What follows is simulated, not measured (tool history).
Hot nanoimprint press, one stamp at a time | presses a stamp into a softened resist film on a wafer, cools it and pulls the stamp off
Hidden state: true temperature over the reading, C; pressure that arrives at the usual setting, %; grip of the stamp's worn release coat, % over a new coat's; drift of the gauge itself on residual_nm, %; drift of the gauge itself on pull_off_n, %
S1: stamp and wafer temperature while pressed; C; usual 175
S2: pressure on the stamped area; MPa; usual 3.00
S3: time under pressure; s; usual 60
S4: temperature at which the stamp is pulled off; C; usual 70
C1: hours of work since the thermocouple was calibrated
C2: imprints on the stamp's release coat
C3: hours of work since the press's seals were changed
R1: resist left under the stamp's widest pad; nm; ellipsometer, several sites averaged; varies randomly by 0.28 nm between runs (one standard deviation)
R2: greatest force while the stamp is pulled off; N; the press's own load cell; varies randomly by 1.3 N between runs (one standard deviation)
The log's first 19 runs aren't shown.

| run | day | S1 | S2 | S3 | S4 | C1 | C2 | C3 | R1 | R2 |
|---|---|---|---|---|---|---|---|---|---|---|
| 20 | 22.867 | 175 | 3.00 | 60 | 61 | 74 | 1043 | 571 | 284.3 | 143 |
|  | 23.325 | plate thermocouple calibrated, once more |
| 21 | 23.975 | 175 | 3.00 | 60 | 61 | 7 | 1088 | 582 | 296.4 | 147 |
| 22 | 25.025 | 175 | 3.00 | 34 | 64 | 19 | 1136 | 594 | 347.0 | 138 |
| 23 | 25.900 | 167 | 2.62 | 75 | 77 | 28 | 1177 | 603 | 365.1 | 115 |
| 24 | 27.729 | 174 | 2.62 | 75 | 67 | 49 | 1261 | 624 | 299.2 | 137 |
| 25 | 28.529 | 174 | 2.62 | 75 | 67 | 58 | 1297 | 632 | 299.0 | 137 |
| 26 | 30.121 | 185 | 2.08 | 75 | 70 | 75 | 1370 | 650 | 234.1 | 132 |
| 27 | 31.533 | 185 | 2.08 | 48 | 70 | 91 | 1435 | 666 | 273.9 | 134 |
| 28 | 33.292 | 185 | 2.08 | 48 | 70 | 110 | 1516 | 685 | 273.1 | 133 |
| 29 | 34.050 | 179 | 3.00 | 58 | 70 | 119 | 1550 | 693 | 263.0 | 135 |
| 30 | 34.821 | 179 | 2.77 | 60 | 70 | 127 | 1586 | 702 | 269.1 | 134 |

Each row is a separate what-if for the run after 30, all from the same tool condition, not one after another. Results?
| A | 36.171 | 175 | 1.93 | 60 | 70 | 142 | 1648 | 717 | ? | ? |
| B | 36.171 | 176 | 3.00 | 60 | 70 | 142 | 1648 | 717 | ? | ? |
| C | 36.171 | 163 | 3.73 | 82 | 70 | 142 | 1648 | 717 | ? | ? |
| D | 36.171 | 179 | 3.23 | 60 | 70 | 142 | 1648 | 717 | ? | ? |

| run | R1 | R2 |
|---|---|---|
| A | 342.4 | 133 |
| B | 285.8 | 134 |
| C | 359.8 | 135 |
| D | 252.0 | 131 |
Stripped of hidden state, with their random variation kept, the same runs would have yielded:
| run | R1 | R2 |
|---|---|---|
| A | 342.7 | 115 |
| B | 285.0 | 116 |
| C | 358.9 | 117 |
| D | 250.9 | 113 |

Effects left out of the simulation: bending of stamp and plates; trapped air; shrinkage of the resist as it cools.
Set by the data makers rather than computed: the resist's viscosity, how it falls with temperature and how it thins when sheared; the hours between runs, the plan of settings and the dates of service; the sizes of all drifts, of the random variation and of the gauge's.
